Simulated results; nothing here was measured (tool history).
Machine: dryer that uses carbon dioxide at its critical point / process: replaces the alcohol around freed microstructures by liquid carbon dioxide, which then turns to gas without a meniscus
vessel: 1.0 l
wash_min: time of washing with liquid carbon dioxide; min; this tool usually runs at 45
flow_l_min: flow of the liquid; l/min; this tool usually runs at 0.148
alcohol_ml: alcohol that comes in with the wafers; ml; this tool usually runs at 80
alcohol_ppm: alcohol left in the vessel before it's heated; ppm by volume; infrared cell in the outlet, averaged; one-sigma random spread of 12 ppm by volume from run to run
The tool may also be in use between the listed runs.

Run 1, hour 0: usual settings. Result: alcohol_ppm 1303 ppm by volume.
Run 2, hour 38.9: usual settings. Result: alcohol_ppm 1381 ppm by volume.
Run 3, hour 82.7: usual settings. Result: alcohol_ppm 1379 ppm by volume.
Run 4, hour 125.9: usual settings. Result: alcohol_ppm 1458 ppm by volume.
Run 5, hour 170: usual settings but flow_l_min 0.09 l/min. Result: alcohol_ppm 6913 ppm by volume.
Run 6, hour 199.5: usual settings but alcohol_ml 119 ml. Result: alcohol_ppm 2253 ppm by volume.
Run 7, hour 240.2: usual settings but alcohol_ml 119 ml. Result: alcohol_ppm 2252 ppm by volume.
Run 8, hour 271.7: usual settings but flow_l_min 0.225 l/min. Result: alcohol_ppm 336 ppm by volume.
Run 9, hour 311.3: usual settings but flow_l_min 0.225 l/min. Result: alcohol_ppm 334 ppm by volume.
Run 10, hour 350.9: usual settings but flow_l_min 0.225 l/min. Result: alcohol_ppm 377 ppm by volume.
Run 11, hour 377.7: usual settings but flow_l_min 0.225 l/min, alcohol_ml 43 ml. Result: alcohol_ppm 265 ppm by volume.
At hour 385.3: inlet filter changed.
Run 12, hour 419.7: usual settings but flow_l_min 0.225 l/min, alcohol_ml 43 ml. Result: alcohol_ppm 173 ppm by volume.
Run 13, hour 447.7: usual settings but flow_l_min 0.225 l/min, alcohol_ml 43 ml. Result: alcohol_ppm 172 ppm by volume.
Run 14, hour 481.8: usual settings but flow_l_min 0.225 l/min, alcohol_ml 43 ml. Result: alcohol_ppm 189 ppm by volume.
Run 15, hour 510: usual settings but flow_l_min 0.225 l/min, alcohol_ml 43 ml. Result: alcohol_ppm 198 ppm by volume.
Run 16, hour 546.7: usual settings but flow_l_min 0.139 l/min. Result: alcohol_ppm 1306 ppm by volume.
Run 17, hour 568.8: usual settings but flow_l_min 0.139 l/min. Result: alcohol_ppm 1323 ppm by volume.
Run 18, hour 610.9: usual settings but flow_l_min 0.139 l/min. Result: alcohol_ppm 1379 ppm by volume.
Run 19, hour 635.8: usual settings but flow_l_min 0.139 l/min. Result: alcohol_ppm 1408 ppm by volume.
Run 20, hour 679.7: usual settings but flow_l_min 0.139 l/min. Result: alcohol_ppm 1414 ppm by volume.
Run 21, hour 717.6: usual settings but flow_l_min 0.139 l/min. Result: alcohol_ppm 1507 ppm by volume.
Run 22, hour 736: usual settings but flow_l_min 0.139 l/min. Result: alcohol_ppm 1513 ppm by volume.
Run 23, hour 774.6: usual settings but flow_l_min 0.139 l/min. Result: alcohol_ppm 1556 ppm by volume.
Run 24, hour 794: usual settings but wash_min 28 min, flow_l_min 0.184 l/min, alcohol_ml 40 ml. Result: alcohol_ppm 1662 ppm by volume.
Run 25, hour 819.9: usual settings but wash_min 36 min, flow_l_min 0.102 l/min, alcohol_ml 40 ml. Result: alcohol_ppm 3871 ppm by volume.
Run 26, hour 853.4: usual settings but flow_l_min 0.145 l/min, alcohol_ml 40 ml. Result: alcohol_ppm 814 ppm by volume.
At hour 869.8: purifier's bed changed.
Run 27, hour 900.6: usual settings but wash_min 31 min. Result: alcohol_ppm 4502 ppm by volume.
Run 28, hour 932.1: usual settings but wash_min 40 min. Result: alcohol_ppm 1961 ppm by volume.

What will run 29 give?
Run 29, hour 965.1: usual settings but wash_min 40 min. Result: alcohol_ppm ?.

Run 29 came out at alcohol_ppm 2063 ppm by volume.
The same run, on a tool lacking any hidden state, would have yielded alcohol_ppm 1261 ppm by volume.
